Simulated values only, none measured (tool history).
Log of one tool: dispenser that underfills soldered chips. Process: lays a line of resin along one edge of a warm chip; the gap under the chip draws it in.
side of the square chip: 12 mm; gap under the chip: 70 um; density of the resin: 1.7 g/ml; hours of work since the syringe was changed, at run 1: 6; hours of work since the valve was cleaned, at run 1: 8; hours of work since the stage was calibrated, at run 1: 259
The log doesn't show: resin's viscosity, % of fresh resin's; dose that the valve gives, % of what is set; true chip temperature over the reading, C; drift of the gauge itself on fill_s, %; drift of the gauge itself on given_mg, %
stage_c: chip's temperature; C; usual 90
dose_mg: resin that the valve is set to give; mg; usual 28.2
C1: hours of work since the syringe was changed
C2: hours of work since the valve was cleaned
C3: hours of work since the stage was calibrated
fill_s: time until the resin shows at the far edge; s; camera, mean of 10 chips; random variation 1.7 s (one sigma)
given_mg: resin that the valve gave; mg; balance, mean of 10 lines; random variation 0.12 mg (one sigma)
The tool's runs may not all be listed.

Run 1, hour 0.0: usual settings; C1 6; C2 8; C3 259. Result: fill_s 246.6 s, given_mg 27.97 mg.
At hour 7.3: new syringe of resin.
Run 2, hour 7.4: usual settings but stage_c 96 C; C1 0; C2 13; C3 264. Result: fill_s 139.8 s, given_mg 27.92 mg.
Run 3, hour 14.6: usual settings but dose_mg 33.1 mg; C1 5; C2 18; C3 269. Result: fill_s 232.7 s, given_mg 32.69 mg.
At hour 22.7: new syringe of resin.
Run 4, hour 24.3: usual settings but dose_mg 33.1 mg; C1 1; C2 25; C3 275. Result: fill_s 184.7 s, given_mg 32.71 mg.
Run 5, hour 28.8: usual settings; C1 4; C2 28; C3 278. Result: fill_s 227.7 s, given_mg 27.82 mg.
Run 6, hour 33.3: usual settings but stage_c 82 C; C1 7; C2 31; C3 281. Result: fill_s 379.7 s, given_mg 27.65 mg.
At hour 38.6: new syringe of resin.
Run 7, hour 41.5: usual settings but dose_mg 32.9 mg; C1 2; C2 36; C3 287. Result: fill_s 200.3 s, given_mg 32.12 mg.
Run 8, hour 48.2: usual settings but dose_mg 24.9 mg; C1 7; C2 41; C3 291. Result: fill_s 266.6 s, given_mg 24.33 mg.
At hour 54.1: new syringe of resin.
Run 9, hour 55.1: usual settings but dose_mg 24.9 mg; C1 1; C2 46; C3 296. Result: fill_s 186.7 s, given_mg 24.32 mg.
Run 10, hour 63.9: usual settings but dose_mg 24.4 mg; C1 7; C2 52; C3 302. Result: fill_s 271.7 s, given_mg 23.81 mg.
At hour 69.6: new syringe of resin.
Run 11, hour 71.7: usual settings but dose_mg 24.4 mg; C1 1; C2 57; C3 307. Result: fill_s 198.0 s, given_mg 23.57 mg.
Run 12, hour 78.2: usual settings but stage_c 91 C, dose_mg 31.2 mg; C1 6; C2 61; C3 312. Result: fill_s 239.6 s, given_mg 30.14 mg.
At hour 80.9: dispensing valve cleaned and set on the balance.
Run 13, hour 85.2: usual settings but stage_c 91 C, dose_mg 31.2 mg; C1 10; C2 3; C3 316. Result: fill_s 305.7 s, given_mg 31.18 mg.
At hour 86.1: new syringe of resin.
Run 14, hour 95.7: usual settings but dose_mg 26.7 mg; C1 7; C2 10; C3 323. Result: fill_s 263.1 s, given_mg 26.66 mg.
Run 15, hour 100.0: usual settings but stage_c 93 C, dose_mg 25.4 mg; C1 10; C2 13; C3 326. Result: fill_s 282.4 s, given_mg 25.35 mg.
At hour 101.9: new syringe of resin.
Run 16, hour 110.6: usual settings but stage_c 101 C, dose_mg 32.8 mg; C1 6; C2 20; C3 333. Result: fill_s 162.7 s, given_mg 32.11 mg.
Run 17, hour 115.6: usual settings but stage_c 76 C, dose_mg 25.5 mg; C1 9; C2 24; C3 336. Result: fill_s 571.9 s, given_mg 25.29 mg.
At hour 117.8: new syringe of resin.
Run 18, hour 125.5: usual settings but stage_c 100 C, dose_mg 25.0 mg; C1 5; C2 30; C3 343. Result: fill_s 166.2 s, given_mg 24.66 mg.
At hour 133.1: new syringe of resin.
Run 19, hour 133.3: usual settings but stage_c 100 C, dose_mg 25.0 mg; C1 0; C2 35; C3 348. Result: fill_s 125.3 s, given_mg 24.51 mg.

The same runs without the tool's hidden state, with the same run-to-run variation:
run  fill_s  given_mg
  1   165.2     28.16
  2   132.0     28.19
  3   163.9     33.10
  4   163.7     33.24
  5   167.4     28.32
  6   232.2     28.19
  7   166.9     32.84
  8   168.1     24.94
  9   167.3     24.99
 10   169.4     24.54
 11   168.6     24.35
 12   157.3     31.22
 13   157.4     31.24
 14   167.7     26.80
 15   151.0     25.53
 16   106.6     32.46
 17   301.9     25.61
 18   113.7     25.06
 19   114.3     24.97

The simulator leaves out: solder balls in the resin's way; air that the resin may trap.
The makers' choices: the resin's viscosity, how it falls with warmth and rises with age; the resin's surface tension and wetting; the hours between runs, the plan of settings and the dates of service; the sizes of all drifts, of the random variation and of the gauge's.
